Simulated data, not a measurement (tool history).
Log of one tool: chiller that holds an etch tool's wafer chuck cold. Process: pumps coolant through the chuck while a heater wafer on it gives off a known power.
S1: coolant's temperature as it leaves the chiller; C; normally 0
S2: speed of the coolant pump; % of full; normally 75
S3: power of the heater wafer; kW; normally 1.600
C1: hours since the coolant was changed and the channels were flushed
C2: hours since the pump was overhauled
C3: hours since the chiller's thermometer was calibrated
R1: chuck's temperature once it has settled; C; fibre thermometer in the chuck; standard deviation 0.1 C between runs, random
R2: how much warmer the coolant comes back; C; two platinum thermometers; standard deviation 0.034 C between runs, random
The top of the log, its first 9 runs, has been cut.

{"run": 10, "day": 45.512, "S1": 0, "S2": 75, "S3": 0.845, "C1": 1295, "C2": 6321, "C3": 1092, "R1": 6.9, "R2": 3.21}
{"run": 11, "day": 52.712, "S1": 0, "S2": 75, "S3": 0.845, "C1": 1468, "C2": 6493, "C3": 1265, "R1": 7.0, "R2": 3.26}
{"run": 12, "day": 59.817, "S1": 0, "S2": 75, "S3": 0.865, "C1": 1639, "C2": 6664, "C3": 1436, "R1": 7.3, "R2": 3.27}
{"run": 13, "day": 63.238, "S1": 0, "S2": 75, "S3": 0.865, "C1": 1721, "C2": 6746, "C3": 1518, "R1": 7.3, "R2": 3.23}
{"run": 14, "day": 67.829, "S1": 0, "S2": 75, "S3": 0.865, "C1": 1831, "C2": 6856, "C3": 1628, "R1": 7.2, "R2": 3.31}
{"run": 15, "day": 71.446, "S1": 0, "S2": 75, "S3": 0.865, "C1": 1918, "C2": 6943, "C3": 1715, "R1": 7.3, "R2": 3.31}
{"run": 16, "day": 74.925, "S1": 0, "S2": 75, "S3": 0.865, "C1": 2001, "C2": 7026, "C3": 1798, "R1": 7.3, "R2": 3.27}
{"run": 17, "day": 79.229, "S1": 8, "S2": 70, "S3": 0.955, "C1": 2105, "C2": 7130, "C3": 1901, "R1": 16.7, "R2": 3.86}
{"run": 18, "day": 85.712, "S1": 0, "S2": 75, "S3": 0.997, "C1": 2260, "C2": 7285, "C3": 2057, "R1": 8.4, "R2": 3.74}
{"day": 90.917, "done": "gauge calibrated"}
{"run": 19, "day": 90.983, "S1": 0, "S2": 75, "S3": 0.997, "C1": 2387, "C2": 7412, "C3": 2184, "R1": 8.3, "R2": 3.94}
{"run": 20, "day": 94.421, "S1": 4, "S2": 92, "S3": 1.6, "C1": 2469, "C2": 7494, "C3": 2266, "R1": 15.1, "R2": 5.06}
{"run": 21, "day": 100.679, "S1": 4, "S2": 92, "S3": 1.6, "C1": 2619, "C2": 7645, "C3": 2416, "R1": 15.3, "R2": 5.04}
{"run": 22, "day": 104.55, "S1": -7, "S2": 75, "S3": 1.6, "C1": 2712, "C2": 7737, "C3": 2509, "R1": 6.5, "R2": 6.35}
{"day": 105.742, "done": "chiller's thermometer calibrated"}
{"run": 23, "day": 108.083, "S1": -7, "S2": 75, "S3": 1.6, "C1": 2796, "C2": 7821, "C3": 56, "R1": 6.6, "R2": 6.33}
{"day": 109.071, "done": "coolant pump overhauled"}
{"run": 24, "day": 115.971, "S1": -7, "S2": 68, "S3": 1.6, "C1": 2980, "C2": 166, "C3": 241, "R1": 7.7, "R2": 7.06}
{"run": 25, "day": 120.125, "S1": 9, "S2": 68, "S3": 1.6, "C1": 3080, "C2": 265, "C3": 340, "R1": 23.6, "R2": 7.04}
{"run": 26, "day": 125.079, "S1": 0, "S2": 75, "S3": 2.098, "C1": 3199, "C2": 384, "C3": 459, "R1": 17.5, "R2": 8.23}
{"run": 27, "day": 129.233, "S1": 9, "S2": 100, "S3": 1.6, "C1": 3299, "C2": 484, "C3": 559, "R1": 19.5, "R2": 4.57}
{"run": 28, "day": 132.479, "S1": 9, "S2": 100, "S3": 1.6, "C1": 3377, "C2": 562, "C3": 637, "R1": 19.3, "R2": 4.5}
{"run": 29, "day": 139.088, "S1": 9, "S2": 100, "S3": 1.6, "C1": 3535, "C2": 720, "C3": 795, "R1": 19.3, "R2": 4.51}
{"run": 30, "day": 142.779, "S1": 9, "S2": 100, "S3": 1.6, "C1": 3624, "C2": 809, "C3": 884, "R1": 19.5, "R2": 4.51}
{"run": 31, "day": 150.071, "S1": -5, "S2": 95, "S3": 1.87, "C1": 3799, "C2": 984, "C3": 1059, "R1": 7.7, "R2": 5.57}

Here are 4 independent what-if runs from the current tool condition. What would each one return?
{"run": "A", "day": 153.688, "S1": -6, "S2": 83, "S3": 0.829, "C1": 3886, "C2": 1071, "C3": 1146, "R1": "?", "R2": "?"}
{"run": "B", "day": 153.688, "S1": 0, "S2": 75, "S3": 1.607, "C1": 3886, "C2": 1071, "C3": 1146, "R1": "?", "R2": "?"}
{"run": "C", "day": 153.688, "S1": -3, "S2": 82, "S3": 1.6, "C1": 3886, "C2": 1071, "C3": 1146, "R1": "?", "R2": "?"}
{"run": "D", "day": 153.688, "S1": 3, "S2": 86, "S3": 1.528, "C1": 3886, "C2": 1071, "C3": 1146, "R1": "?", "R2": "?"}

run=A R1=0.3 R2=2.78
run=B R1=13.5 R2=6.26
run=C R1=9.4 R2=5.55
run=D R1=14.4 R2=5.02
What these runs would have given with no unlogged condition in the tool:
run=A R1=0.3 R2=2.95
run=B R1=13.5 R2=6.43
run=C R1=9.4 R2=5.72
run=D R1=14.4 R2=5.19
